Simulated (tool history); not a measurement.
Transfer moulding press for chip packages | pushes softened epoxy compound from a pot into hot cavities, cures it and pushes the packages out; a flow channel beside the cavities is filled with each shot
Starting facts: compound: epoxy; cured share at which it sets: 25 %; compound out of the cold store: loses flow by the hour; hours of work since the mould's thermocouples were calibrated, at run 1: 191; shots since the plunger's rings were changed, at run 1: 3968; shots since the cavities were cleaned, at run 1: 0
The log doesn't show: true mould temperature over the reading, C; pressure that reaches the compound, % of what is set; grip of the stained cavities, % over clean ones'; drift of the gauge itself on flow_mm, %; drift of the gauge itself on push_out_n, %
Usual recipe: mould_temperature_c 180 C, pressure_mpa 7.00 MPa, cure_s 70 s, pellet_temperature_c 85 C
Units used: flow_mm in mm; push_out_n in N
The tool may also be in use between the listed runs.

run	hour	mould_temperature_c	pressure_mpa	cure_s	pellet_temperature_c	hours of work since the mould's thermocouples were calibrated	shots since the plunger's rings were changed	shots since the cavities were cleaned	incoming compound's hours out of the cold store	flow_mm	push_out_n
1	0.0	180	7.00	70	85	191	3968	0	9.5	562	323
2	4.2	180	7.00	70	85	193	4028	60	45.2	502	327
3	11.1	180	7.00	70	85	197	4128	160	47.1	497	328
4	18.6	180	6.49	70	85	201	4235	267	35.6	494	334
5	27.1	180	7.00	50	85	206	4356	388	19.1	545	918
6	35.7	180	7.00	70	85	211	4480	512	24.5	536	390
7	39.8	180	7.00	107	85	213	4539	571	8.6	559	255
8	46.3	180	7.00	70	85	217	4632	664	20.5	534	413
# hour 53.0: cavities cleaned with cleaning compound and waxed
9	56.9	180	7.00	77	85	222	4762	55	47.2	495	265
10	64.8	180	7.00	77	85	226	4875	168	28.8	521	281
11	70.6	180	7.00	77	85	230	4958	251	11.9	549	306
12	74.3	180	7.00	70	85	232	5012	305	47.0	496	360
13	81.7	175	5.68	53	76	236	5118	411	40.5	467	1032
14	86.0	174	7.00	103	94	238	5178	471	26.4	533	279
15	92.4	180	8.02	103	94	242	5270	563	19.5	571	257
16	100.4	180	5.24	59	85	246	5385	678	42.4	431	629
# hour 105.9: cavities cleaned with cleaning compound and waxed
17	108.2	180	7.52	77	85	250	5475	33	47.4	505	260
18	112.7	180	7.52	77	85	252	5540	98	24.1	541	276
19	117.3	177	7.00	71	78	255	5606	164	46.6	496	431
20	123.4	180	7.00	98	85	258	5692	250	21.2	529	225
21	128.4	180	7.00	98	85	261	5765	323	39.8	500	239
22	133.4	177	5.91	70	85	264	5836	394	10.5	505	489
23	138.5	177	5.93	70	91	267	5909	467	10.9	510	507
24	143.9	177	5.93	70	91	270	5986	544	17.9	492	498

Below are 3 alternative next runs, each starting from the tool's condition after run 24. Predict each:
A	148.5	177	7.00	108	85	272	6052	610	22.2	?	?
B	148.5	180	8.20	95	85	272	6052	610	37.9	?	?
C	148.5	177	6.68	58	91	272	6052	610	24.5	?	?

run	flow_mm	push_out_n
A	530	258
B	545	263
C	512	783
What these runs would have given with no unlogged condition in the tool:
run	flow_mm	push_out_n
A	573	200
B	589	205
C	553	599

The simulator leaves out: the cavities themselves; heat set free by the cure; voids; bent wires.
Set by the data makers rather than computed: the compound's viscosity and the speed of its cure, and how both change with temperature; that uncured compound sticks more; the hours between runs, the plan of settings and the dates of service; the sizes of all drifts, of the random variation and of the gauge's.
